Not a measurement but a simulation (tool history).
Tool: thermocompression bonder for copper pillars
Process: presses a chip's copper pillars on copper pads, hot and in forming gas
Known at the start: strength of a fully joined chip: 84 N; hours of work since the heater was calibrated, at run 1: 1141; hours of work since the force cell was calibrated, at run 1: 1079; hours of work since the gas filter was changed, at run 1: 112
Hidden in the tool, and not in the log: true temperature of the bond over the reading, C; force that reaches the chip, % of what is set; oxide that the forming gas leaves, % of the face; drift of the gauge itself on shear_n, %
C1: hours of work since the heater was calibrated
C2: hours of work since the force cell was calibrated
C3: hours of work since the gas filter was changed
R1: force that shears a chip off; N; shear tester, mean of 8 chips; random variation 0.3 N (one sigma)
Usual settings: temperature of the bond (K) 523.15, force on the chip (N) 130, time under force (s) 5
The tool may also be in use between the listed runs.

run 1 day=0.000 | temperature_of_the_bond_(K)=523.15 force_on_the_chip_(N)=130 time_under_force_(s)=5 | C1=1141 C2=1079 C3=112 | R1=31.9
run 2 day=2.725 | temperature_of_the_bond_(K)=523.15 force_on_the_chip_(N)=130 time_under_force_(s)=5 | C1=1178 C2=1115 C3=148 | R1=31.8
-- day=4.125 forming gas filter changed
run 3 day=4.850 | temperature_of_the_bond_(K)=523.15 force_on_the_chip_(N)=130 time_under_force_(s)=5 | C1=1206 C2=1143 C3=10 | R1=32.0
run 4 day=6.312 | temperature_of_the_bond_(K)=523.15 force_on_the_chip_(N)=158 time_under_force_(s)=5 | C1=1225 C2=1162 C3=29 | R1=36.9
run 5 day=9.692 | temperature_of_the_bond_(K)=523.15 force_on_the_chip_(N)=158 time_under_force_(s)=5 | C1=1270 C2=1207 C3=74 | R1=36.6
run 6 day=11.167 | temperature_of_the_bond_(K)=523.15 force_on_the_chip_(N)=130 time_under_force_(s)=5 | C1=1290 C2=1227 C3=94 | R1=32.6
run 7 day=12.608 | temperature_of_the_bond_(K)=523.15 force_on_the_chip_(N)=93 time_under_force_(s)=5 | C1=1309 C2=1246 C3=113 | R1=25.2
run 8 day=15.300 | temperature_of_the_bond_(K)=523.15 force_on_the_chip_(N)=93 time_under_force_(s)=5 | C1=1344 C2=1282 C3=149 | R1=24.8
-- day=16.646 forming gas filter changed
run 9 day=17.412 | temperature_of_the_bond_(K)=523.15 force_on_the_chip_(N)=93 time_under_force_(s)=5 | C1=1372 C2=1310 C3=10 | R1=24.0
run 10 day=19.617 | temperature_of_the_bond_(K)=523.15 force_on_the_chip_(N)=93 time_under_force_(s)=5 | C1=1402 C2=1339 C3=39 | R1=24.7
run 11 day=21.054 | temperature_of_the_bond_(K)=523.15 force_on_the_chip_(N)=124 time_under_force_(s)=5 | C1=1421 C2=1358 C3=59 | R1=30.7
run 12 day=23.325 | temperature_of_the_bond_(K)=523.15 force_on_the_chip_(N)=124 time_under_force_(s)=5 | C1=1451 C2=1388 C3=89 | R1=31.0
run 13 day=26.842 | temperature_of_the_bond_(K)=523.15 force_on_the_chip_(N)=124 time_under_force_(s)=5 | C1=1498 C2=1435 C3=136 | R1=30.7
run 14 day=28.725 | temperature_of_the_bond_(K)=523.15 force_on_the_chip_(N)=124 time_under_force_(s)=5 | C1=1523 C2=1460 C3=161 | R1=30.9
-- day=29.271 forming gas filter changed
run 15 day=30.617 | temperature_of_the_bond_(K)=523.15 force_on_the_chip_(N)=124 time_under_force_(s)=5 | C1=1548 C2=1485 C3=18 | R1=31.2
run 16 day=32.829 | temperature_of_the_bond_(K)=523.15 force_on_the_chip_(N)=130 time_under_force_(s)=6 | C1=1577 C2=1514 C3=47 | R1=35.0
run 17 day=34.700 | temperature_of_the_bond_(K)=523.15 force_on_the_chip_(N)=130 time_under_force_(s)=6 | C1=1602 C2=1539 C3=72 | R1=34.6
run 18 day=37.321 | temperature_of_the_bond_(K)=523.15 force_on_the_chip_(N)=130 time_under_force_(s)=6 | C1=1637 C2=1574 C3=107 | R1=33.8
run 19 day=39.400 | temperature_of_the_bond_(K)=523.15 force_on_the_chip_(N)=130 time_under_force_(s)=15 | C1=1664 C2=1602 C3=135 | R1=47.6
run 20 day=41.496 | temperature_of_the_bond_(K)=523.15 force_on_the_chip_(N)=130 time_under_force_(s)=15 | C1=1692 C2=1629 C3=162 | R1=47.9
-- day=41.983 forming gas filter changed
-- day=44.338 heater calibrated with a thermocouple chip
run 21 day=45.021 | temperature_of_the_bond_(K)=544.15 force_on_the_chip_(N)=148 time_under_force_(s)=7 | C1=9 C2=1675 C3=39 | R1=48.3
run 22 day=48.254 | temperature_of_the_bond_(K)=553.15 force_on_the_chip_(N)=130 time_under_force_(s)=10 | C1=52 C2=1718 C3=82 | R1=53.4
run 23 day=50.221 | temperature_of_the_bond_(K)=553.15 force_on_the_chip_(N)=89 time_under_force_(s)=3 | C1=78 C2=1744 C3=108 | R1=26.8
-- day=52.438 force cell calibrated
run 24 day=53.425 | temperature_of_the_bond_(K)=541.15 force_on_the_chip_(N)=84 time_under_force_(s)=5 | C1=120 C2=13 C3=150 | R1=26.6
-- day=54.729 forming gas filter changed
run 25 day=56.475 | temperature_of_the_bond_(K)=493.15 force_on_the_chip_(N)=83 time_under_force_(s)=9 | C1=160 C2=53 C3=23 | R1=19.3
run 26 day=58.417 | temperature_of_the_bond_(K)=543.15 force_on_the_chip_(N)=130 time_under_force_(s)=5 | C1=186 C2=79 C3=49 | R1=38.9
run 27 day=61.550 | temperature_of_the_bond_(K)=531.15 force_on_the_chip_(N)=84 time_under_force_(s)=6 | C1=228 C2=121 C3=91 | R1=26.0
run 28 day=64.550 | temperature_of_the_bond_(K)=502.15 force_on_the_chip_(N)=144 time_under_force_(s)=8 | C1=268 C2=161 C3=131 | R1=32.2
-- day=67.350 forming gas filter changed
run 29 day=68.092 | temperature_of_the_bond_(K)=501.15 force_on_the_chip_(N)=112 time_under_force_(s)=5 | C1=314 C2=208 C3=10 | R1=21.5
run 30 day=71.471 | temperature_of_the_bond_(K)=527.15 force_on_the_chip_(N)=112 time_under_force_(s)=8 | C1=359 C2=252 C3=55 | R1=35.0
run 31 day=73.021 | temperature_of_the_bond_(K)=553.15 force_on_the_chip_(N)=121 time_under_force_(s)=5 | C1=380 C2=273 C3=75 | R1=41.1
run 32 day=75.550 | temperature_of_the_bond_(K)=543.15 force_on_the_chip_(N)=188 time_under_force_(s)=5 | C1=414 C2=307 C3=109 | R1=49.3
run 33 day=77.679 | temperature_of_the_bond_(K)=536.15 force_on_the_chip_(N)=96 time_under_force_(s)=5 | C1=442 C2=335 C3=137 | R1=28.6
-- day=79.871 forming gas filter changed
run 34 day=80.562 | temperature_of_the_bond_(K)=536.15 force_on_the_chip_(N)=96 time_under_force_(s)=5 | C1=480 C2=373 C3=9 | R1=28.6
run 35 day=83.396 | temperature_of_the_bond_(K)=536.15 force_on_the_chip_(N)=96 time_under_force_(s)=5 | C1=518 C2=411 C3=47 | R1=29.3
run 36 day=86.738 | temperature_of_the_bond_(K)=532.15 force_on_the_chip_(N)=123 time_under_force_(s)=6 | C1=562 C2=455 C3=91 | R1=36.2
run 37 day=89.262 | temperature_of_the_bond_(K)=532.15 force_on_the_chip_(N)=123 time_under_force_(s)=6 | C1=596 C2=489 C3=125 | R1=35.9
run 38 day=91.179 | temperature_of_the_bond_(K)=532.15 force_on_the_chip_(N)=123 time_under_force_(s)=6 | C1=621 C2=514 C3=150 | R1=36.5
-- day=92.558 forming gas filter changed
run 39 day=93.367 | temperature_of_the_bond_(K)=523.15 force_on_the_chip_(N)=130 time_under_force_(s)=3 | C1=650 C2=543 C3=11 | R1=26.3
run 40 day=96.838 | temperature_of_the_bond_(K)=506.15 force_on_the_chip_(N)=116 time_under_force_(s)=5 | C1=696 C2=589 C3=57 | R1=23.6

Forecast each of these 3 alternatives for the next run:
run A day=98.392 | temperature_of_the_bond_(K)=522.15 force_on_the_chip_(N)=140 time_under_force_(s)=7 | C1=717 C2=610 C3=78 | R1=?
run B day=98.392 | temperature_of_the_bond_(K)=546.15 force_on_the_chip_(N)=124 time_under_force_(s)=5 | C1=717 C2=610 C3=78 | R1=?
run C day=98.392 | temperature_of_the_bond_(K)=506.15 force_on_the_chip_(N)=84 time_under_force_(s)=5 | C1=717 C2=610 C3=78 | R1=?

run=A R1=38.0
run=B R1=38.4
run=C R1=18.0
Without the tool's hidden state the same runs would have given:
run=A R1=37.8
run=B R1=38.3
run=C R1=18.0
